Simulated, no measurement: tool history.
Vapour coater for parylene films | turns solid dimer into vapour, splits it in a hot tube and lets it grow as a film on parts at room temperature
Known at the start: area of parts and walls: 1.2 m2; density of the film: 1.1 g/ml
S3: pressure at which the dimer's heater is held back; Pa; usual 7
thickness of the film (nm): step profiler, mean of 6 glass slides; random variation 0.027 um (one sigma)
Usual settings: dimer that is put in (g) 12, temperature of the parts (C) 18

{"run": 1, "hour": 0.0, "dimer that is put in (g)": 12, "temperature of the parts (C)": 18, "S3": 7, "thickness of the film (nm)": 5040}
{"run": 2, "hour": 13.3, "dimer that is put in (g)": 12, "temperature of the parts (C)": 18, "S3": 7, "thickness of the film (nm)": 5040}
{"run": 3, "hour": 23.3, "dimer that is put in (g)": 8, "temperature of the parts (C)": 18, "S3": 7, "thickness of the film (nm)": 3360}
{"run": 4, "hour": 38.6, "dimer that is put in (g)": 11, "temperature of the parts (C)": 18, "S3": 7, "thickness of the film (nm)": 4620}
{"run": 5, "hour": 54.2, "dimer that is put in (g)": 12, "temperature of the parts (C)": 18, "S3": 6.69, "thickness of the film (nm)": 5050}
{"run": 6, "hour": 68.2, "dimer that is put in (g)": 16, "temperature of the parts (C)": 18, "S3": 6.69, "thickness of the film (nm)": 6750}
{"run": 7, "hour": 85.9, "dimer that is put in (g)": 16, "temperature of the parts (C)": 18, "S3": 6.69, "thickness of the film (nm)": 6750}
{"run": 8, "hour": 103.6, "dimer that is put in (g)": 16, "temperature of the parts (C)": 18, "S3": 6.69, "thickness of the film (nm)": 6700}
{"run": 9, "hour": 113.0, "dimer that is put in (g)": 16, "temperature of the parts (C)": 18, "S3": 6.69, "thickness of the film (nm)": 6750}
{"run": 10, "hour": 129.5, "dimer that is put in (g)": 8, "temperature of the parts (C)": 18, "S3": 7, "thickness of the film (nm)": 3310}
{"run": 11, "hour": 140.5, "dimer that is put in (g)": 8, "temperature of the parts (C)": 18, "S3": 7, "thickness of the film (nm)": 3330}
{"run": 12, "hour": 158.1, "dimer that is put in (g)": 12, "temperature of the parts (C)": 12, "S3": 7, "thickness of the film (nm)": 5680}
{"run": 13, "hour": 166.3, "dimer that is put in (g)": 12, "temperature of the parts (C)": 12, "S3": 7, "thickness of the film (nm)": 5660}
{"run": 14, "hour": 174.3, "dimer that is put in (g)": 12, "temperature of the parts (C)": 12, "S3": 7, "thickness of the film (nm)": 5740}
{"run": 15, "hour": 190.0, "dimer that is put in (g)": 12, "temperature of the parts (C)": 12, "S3": 7, "thickness of the film (nm)": 5700}
{"run": 16, "hour": 205.6, "dimer that is put in (g)": 12, "temperature of the parts (C)": 18, "S3": 6.86, "thickness of the film (nm)": 4890}
{"run": 17, "hour": 216.4, "dimer that is put in (g)": 12, "temperature of the parts (C)": 18, "S3": 6.86, "thickness of the film (nm)": 5000}
{"run": 18, "hour": 234.6, "dimer that is put in (g)": 12, "temperature of the parts (C)": 18, "S3": 6.86, "thickness of the film (nm)": 4960}
{"run": 19, "hour": 245.8, "dimer that is put in (g)": 12, "temperature of the parts (C)": 18, "S3": 7, "thickness of the film (nm)": 4880}
{"run": 20, "hour": 256.7, "dimer that is put in (g)": 12, "temperature of the parts (C)": 18, "S3": 7, "thickness of the film (nm)": 4900}
{"hour": 262.4, "done": "trap's valve overhauled"}
{"run": 21, "hour": 273.5, "dimer that is put in (g)": 12, "temperature of the parts (C)": 18, "S3": 7, "thickness of the film (nm)": 4860}
{"run": 22, "hour": 284.9, "dimer that is put in (g)": 12, "temperature of the parts (C)": 14, "S3": 7, "thickness of the film (nm)": 5360}
{"run": 23, "hour": 299.2, "dimer that is put in (g)": 12, "temperature of the parts (C)": 14, "S3": 7, "thickness of the film (nm)": 5380}
{"hour": 309.1, "done": "trap's valve overhauled, once more"}
{"run": 24, "hour": 319.0, "dimer that is put in (g)": 12, "temperature of the parts (C)": 14, "S3": 7, "thickness of the film (nm)": 5650}
{"run": 25, "hour": 336.3, "dimer that is put in (g)": 12, "temperature of the parts (C)": 14, "S3": 7, "thickness of the film (nm)": 5590}
{"run": 26, "hour": 345.8, "dimer that is put in (g)": 8, "temperature of the parts (C)": 14, "S3": 2.58, "thickness of the film (nm)": 4420}
{"run": 27, "hour": 361.5, "dimer that is put in (g)": 12, "temperature of the parts (C)": 20, "S3": 7, "thickness of the film (nm)": 4840}
{"run": 28, "hour": 370.7, "dimer that is put in (g)": 12, "temperature of the parts (C)": 20, "S3": 7, "thickness of the film (nm)": 4880}
{"run": 29, "hour": 383.6, "dimer that is put in (g)": 12, "temperature of the parts (C)": 18, "S3": 2.22, "thickness of the film (nm)": 6160}
{"run": 30, "hour": 399.4, "dimer that is put in (g)": 12, "temperature of the parts (C)": 11, "S3": 7, "thickness of the film (nm)": 5940}
{"run": 31, "hour": 416.5, "dimer that is put in (g)": 12, "temperature of the parts (C)": 11, "S3": 7, "thickness of the film (nm)": 5980}
{"run": 32, "hour": 431.5, "dimer that is put in (g)": 13, "temperature of the parts (C)": 18, "S3": 9.84, "thickness of the film (nm)": 5160}
{"run": 33, "hour": 448.8, "dimer that is put in (g)": 9, "temperature of the parts (C)": 13, "S3": 4.36, "thickness of the film (nm)": 4620}
{"run": 34, "hour": 463.6, "dimer that is put in (g)": 9, "temperature of the parts (C)": 13, "S3": 4.36, "thickness of the film (nm)": 4580}
{"run": 35, "hour": 479.9, "dimer that is put in (g)": 11, "temperature of the parts (C)": 13, "S3": 2.38, "thickness of the film (nm)": 6150}
{"run": 36, "hour": 493.0, "dimer that is put in (g)": 12, "temperature of the parts (C)": 18, "S3": 4.91, "thickness of the film (nm)": 5340}
{"run": 37, "hour": 511.9, "dimer that is put in (g)": 8, "temperature of the parts (C)": 16, "S3": 7, "thickness of the film (nm)": 3520}
{"run": 38, "hour": 520.6, "dimer that is put in (g)": 8, "temperature of the parts (C)": 16, "S3": 7, "thickness of the film (nm)": 3510}
{"run": 39, "hour": 534.5, "dimer that is put in (g)": 13, "temperature of the parts (C)": 18, "S3": 7, "thickness of the film (nm)": 5430}
{"run": 40, "hour": 548.5, "dimer that is put in (g)": 10, "temperature of the parts (C)": 27, "S3": 7, "thickness of the film (nm)": 3380}
{"run": 41, "hour": 564.7, "dimer that is put in (g)": 10, "temperature of the parts (C)": 16, "S3": 7, "thickness of the film (nm)": 4310}
{"run": 42, "hour": 583.0, "dimer that is put in (g)": 10, "temperature of the parts (C)": 20, "S3": 6.08, "thickness of the film (nm)": 4040}
{"run": 43, "hour": 590.9, "dimer that is put in (g)": 10, "temperature of the parts (C)": 20, "S3": 6.08, "thickness of the film (nm)": 4080}
{"run": 44, "hour": 605.7, "dimer that is put in (g)": 14, "temperature of the parts (C)": 20, "S3": 6.08, "thickness of the film (nm)": 5680}
{"run": 45, "hour": 620.8, "dimer that is put in (g)": 20, "temperature of the parts (C)": 17, "S3": 6.1, "thickness of the film (nm)": 8580}
{"run": 46, "hour": 634.8, "dimer that is put in (g)": 16, "temperature of the parts (C)": 18, "S3": 2.91, "thickness of the film (nm)": 7660}
{"run": 47, "hour": 645.5, "dimer that is put in (g)": 16, "temperature of the parts (C)": 18, "S3": 3.8, "thickness of the film (nm)": 7280}

Some steps in thickness of the film (nm) between neighbouring runs. How much of each would the tool show without its hidden state too (settings, what came in, random variation), and how much is left for the hidden state, with any gauge scatter that isn't in both results?
The hidden state here: vapour lost through the trap's worn valve, %; true temperature of the parts over the reading, C; drift of the gauge itself on film_um, %.
Run 9 -> 10: dimer that is put in (g) 16 -> 8, S3 6.69 -> 7. thickness of the film (nm) -3440: hidden state +70, all else -3510.
Run 11 -> 12: dimer that is put in (g) 8 -> 12, temperature of the parts (C) 18 -> 12. thickness of the film (nm) +2350: hidden state -70, all else +2420.
Run 23 -> 24: trap's valve overhauled, once more. thickness of the film (nm) +270: hidden state +260, all else +10.
Run 44 -> 45: dimer that is put in (g) 14 -> 20, temperature of the parts (C) 20 -> 17, S3 6.08 -> 6.1. thickness of the film (nm) +2900: hidden state -100, all else +3000.
